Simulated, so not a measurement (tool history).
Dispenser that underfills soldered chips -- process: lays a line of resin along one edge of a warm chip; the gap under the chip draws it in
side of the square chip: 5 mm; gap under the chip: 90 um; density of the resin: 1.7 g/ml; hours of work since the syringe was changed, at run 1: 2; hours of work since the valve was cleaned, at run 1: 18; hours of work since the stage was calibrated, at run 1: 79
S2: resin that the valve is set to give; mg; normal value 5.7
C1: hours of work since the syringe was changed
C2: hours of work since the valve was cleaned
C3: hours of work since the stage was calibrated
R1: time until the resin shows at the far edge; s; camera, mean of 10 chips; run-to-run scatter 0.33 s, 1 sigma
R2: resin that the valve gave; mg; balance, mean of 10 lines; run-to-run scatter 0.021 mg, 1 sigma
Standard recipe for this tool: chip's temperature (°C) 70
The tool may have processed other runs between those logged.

{"run": 1, "hour": 0.0, "chip's temperature (°C)": 70, "S2": 5.7, "C1": 2, "C2": 18, "C3": 79, "R1": 16.6, "R2": 5.67}
{"run": 2, "hour": 3.6, "chip's temperature (°C)": 55, "S2": 5.7, "C1": 5, "C2": 21, "C3": 82, "R1": 50.4, "R2": 5.64}
{"run": 3, "hour": 7.7, "chip's temperature (°C)": 55, "S2": 5.7, "C1": 8, "C2": 24, "C3": 85, "R1": 63.8, "R2": 5.6}
{"hour": 10.8, "done": "new syringe of resin"}
{"run": 4, "hour": 12.2, "chip's temperature (°C)": 82, "S2": 5.7, "C1": 1, "C2": 27, "C3": 88, "R1": 7.6, "R2": 5.57}
{"run": 5, "hour": 15.7, "chip's temperature (°C)": 70, "S2": 5.34, "C1": 4, "C2": 30, "C3": 91, "R1": 18.7, "R2": 5.29}
{"run": 6, "hour": 20.9, "chip's temperature (°C)": 70, "S2": 5.81, "C1": 8, "C2": 34, "C3": 95, "R1": 26.1, "R2": 5.72}
{"run": 7, "hour": 23.9, "chip's temperature (°C)": 63, "S2": 6.26, "C1": 10, "C2": 36, "C3": 97, "R1": 46.1, "R2": 6.13}
{"hour": 25.1, "done": "new syringe of resin"}
{"run": 8, "hour": 29.8, "chip's temperature (°C)": 79, "S2": 5.71, "C1": 4, "C2": 41, "C3": 101, "R1": 11.5, "R2": 5.59}
{"run": 9, "hour": 33.3, "chip's temperature (°C)": 74, "S2": 4.92, "C1": 6, "C2": 44, "C3": 104, "R1": 19.6, "R2": 4.82}
{"hour": 39.4, "done": "new syringe of resin"}
{"run": 10, "hour": 39.8, "chip's temperature (°C)": 74, "S2": 4.92, "C1": 0, "C2": 48, "C3": 109, "R1": 11.8, "R2": 4.79}
{"run": 11, "hour": 43.5, "chip's temperature (°C)": 74, "S2": 4.92, "C1": 3, "C2": 51, "C3": 112, "R1": 15.2, "R2": 4.8}

5 options for the next run, each taken on its own from the tool as it stands now. Forecast them:
{"run": "A", "hour": 49.5, "chip's temperature (°C)": 76, "S2": 5.05, "C1": 8, "C2": 56, "C3": 116, "R1": "?", "R2": "?"}
{"run": "B", "hour": 49.5, "chip's temperature (°C)": 68, "S2": 7.06, "C1": 8, "C2": 56, "C3": 116, "R1": "?", "R2": "?"}
{"run": "C", "hour": 49.5, "chip's temperature (°C)": 71, "S2": 5.18, "C1": 8, "C2": 56, "C3": 116, "R1": "?", "R2": "?"}
{"run": "D", "hour": 49.5, "chip's temperature (°C)": 66, "S2": 6.55, "C1": 8, "C2": 56, "C3": 116, "R1": "?", "R2": "?"}
{"run": "E", "hour": 49.5, "chip's temperature (°C)": 68, "S2": 6.3, "C1": 8, "C2": 56, "C3": 116, "R1": "?", "R2": "?"}

run=A R1=19.4 R2=4.93
run=B R1=29 R2=6.83
run=C R1=25.8 R2=5.05
run=D R1=31.6 R2=6.39
run=E R1=29.3 R2=6.11
With the hidden condition removed and each run's random variation left untouched, the same runs would have given:
run=A R1=10.2 R2=5.06
run=B R1=15.7 R2=7.02
run=C R1=13.8 R2=5.19
run=D R1=16.7 R2=6.57
run=E R1=15.5 R2=6.28
